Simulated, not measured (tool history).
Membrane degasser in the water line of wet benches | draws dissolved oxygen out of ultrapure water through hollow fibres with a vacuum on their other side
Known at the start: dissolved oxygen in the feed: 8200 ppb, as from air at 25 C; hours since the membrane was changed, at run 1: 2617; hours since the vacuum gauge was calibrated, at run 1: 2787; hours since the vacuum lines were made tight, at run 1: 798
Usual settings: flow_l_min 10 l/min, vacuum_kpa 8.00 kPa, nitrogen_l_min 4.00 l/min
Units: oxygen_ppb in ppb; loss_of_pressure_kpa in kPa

run	hour	flow_l_min	vacuum_kpa	nitrogen_l_min	hours since the membrane was changed	hours since the vacuum gauge was calibrated	hours since the vacuum lines were made tight	oxygen_ppb	loss_of_pressure_kpa
1	0.0	10	8.00	4.00	2617	2787	798	49.1	66.88
2	77.9	10	8.00	4.00	2694	2864	876	49.4	67.12
3	192.3	10	8.00	4.00	2809	2979	990	49.5	67.43
4	276.1	10	8.00	4.00	2893	3063	1074	50.1	67.37
5	344.7	10	6.10	4.00	2961	3131	1143	36.9	67.29
6	461.3	10	6.10	2.31	3078	3248	1259	48.5	66.82
7	568.0	10	8.00	4.00	3185	3355	1366	49.5	67.81
8	670.3	10	10.95	4.00	3287	3457	1468	67.8	67.73
9	745.4	10	10.95	4.00	3362	3532	1543	68.1	68.08
10	848.9	10	10.95	4.00	3465	3635	1647	69.7	67.89
11	920.6	10	10.95	4.00	3537	3707	1719	68.5	67.65
12	1017.4	10	8.00	4.00	3634	3804	1815	49.6	67.75
13	1136.9	10	5.97	4.00	3753	3923	1935	37.2	67.96
14	1225.3	10	13.62	4.00	3842	4012	2023	84.9	67.67
15	1315.1	10	13.62	4.00	3932	4102	2113	86.1	68.06
16	1405.7	10	8.00	4.00	4022	4192	2204	49.9	68.15
17	1523.7	13	8.00	4.00	4140	4310	2322	81.3	88.11
# hour 1591.9: vacuum gauge calibrated
18	1618.5	10	8.33	7.61	4235	27	2416	37.1	67.92
19	1727.1	10	8.33	7.61	4343	135	2525	37.2	67.93
20	1813.5	10	8.00	6.12	4429	222	2611	39.6	67.93
21	1901.9	11	8.00	6.81	4518	310	2699	46.6	74.78
22	2019.8	11	8.00	6.81	4636	428	2817	46.6	74.91
23	2072.8	11	8.00	6.81	4689	481	2870	45.6	75.14
24	2128.2	10	6.94	2.38	4744	536	2926	59.2	68.12
25	2201.5	10	6.03	7.08	4818	610	2999	30.6	68.38
26	2279.7	10	6.03	7.08	4896	688	3077	30.2	68.47
27	2399.6	10	6.03	7.08	5016	808	3197	30.7	68.38
28	2481.4	9	8.00	4.00	5097	890	3279	42.6	61.81
29	2581.8	9	8.00	4.00	5198	990	3379	41.3	61.54
30	2670.3	12	5.08	4.00	5286	1078	3468	49.8	82.23
31	2723.4	12	5.08	4.00	5339	1131	3521	50.7	81.92
32	2809.0	12	8.95	3.27	5425	1217	3607	88.0	82.03

Measured less the same run without the tool's hidden state. The same run-to-run variation is in both; the gauge's scatter may not be:
The hidden state here: membrane still open, %; true pressure behind the membrane over the reading, kPa; air that leaks in behind the membrane, l/min; drift of the gauge itself on oxygen_ppb, %; drift of the gauge itself on loss_of_pressure_kpa, %.
run	oxygen_ppb	loss_of_pressure_kpa
1	+2.4	+0.99
2	+2.3	+1.02
3	+2.5	+1.07
4	+2.6	+1.10
5	+2.4	+1.13
6	+2.9	+1.17
7	+2.9	+1.23
8	+3.2	+1.26
9	+3.3	+1.30
10	+3.5	+1.33
11	+3.5	+1.36
12	+3.3	+1.40
13	+3.2	+1.45
14	+4.1	+1.48
15	+4.3	+1.52
16	+3.7	+1.56
17	+6.2	+2.09
18	+3.2	+1.65
19	+3.3	+1.69
20	+3.5	+1.72
21	+4.4	+1.94
22	+4.5	+1.99
23	+4.5	+2.01
24	+4.4	+1.86
25	+3.7	+1.88
26	+3.7	+1.92
27	+3.8	+1.97
28	+3.7	+1.80
29	+3.6	+1.83
30	+6.3	+2.49
31	+6.4	+2.50
32	+7.3	+2.55
